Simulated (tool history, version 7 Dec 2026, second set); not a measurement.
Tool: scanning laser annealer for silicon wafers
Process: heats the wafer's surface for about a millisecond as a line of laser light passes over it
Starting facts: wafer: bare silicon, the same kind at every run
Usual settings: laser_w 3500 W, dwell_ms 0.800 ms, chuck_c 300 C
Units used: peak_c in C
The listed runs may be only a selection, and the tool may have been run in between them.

| run | day | laser_w | dwell_ms | chuck_c | peak_c |
|---|---|---|---|---|---|
| 1 | 0.000 | 3500 | 0.800 | 300 | 1061 |
| 2 | 0.533 | 3500 | 0.800 | 300 | 1059 |
| 3 | 1.350 | 3279 | 0.800 | 300 | 1013 |
| 4 | 1.958 | 3500 | 0.800 | 300 | 1061 |
| 5 | 2.842 | 3255 | 0.800 | 300 | 1008 |
| 6 | 3.271 | 3131 | 0.615 | 310 | 898 |
|  | 3.550 | optics aligned, line set to its width |
| 7 | 4.133 | 3110 | 0.917 | 284 | 1011 |
| 8 | 4.696 | 3110 | 0.917 | 284 | 1007 |
| 9 | 5.196 | 3110 | 0.917 | 284 | 1011 |
| 10 | 5.788 | 3394 | 0.578 | 308 | 921 |

What if the next run were any one of these 5? Each begins from the tool's condition after run 10:
| A | 6.379 | 3348 | 0.616 | 274 | ? |
| B | 6.379 | 3500 | 0.800 | 264 | ? |
| C | 6.379 | 3699 | 0.766 | 300 | ? |
| D | 6.379 | 3576 | 0.720 | 293 | ? |
| E | 6.379 | 3562 | 0.578 | 333 | ? |

| run | peak_c |
|---|---|
| A | 904 |
| B | 1018 |
| C | 1078 |
| D | 1021 |
| E | 977 |
Stripped of hidden state, with their random variation kept, the same runs would have yielded:
| run | peak_c |
|---|---|
| A | 918 |
| B | 1035 |
| C | 1096 |
| D | 1038 |
| E | 991 |

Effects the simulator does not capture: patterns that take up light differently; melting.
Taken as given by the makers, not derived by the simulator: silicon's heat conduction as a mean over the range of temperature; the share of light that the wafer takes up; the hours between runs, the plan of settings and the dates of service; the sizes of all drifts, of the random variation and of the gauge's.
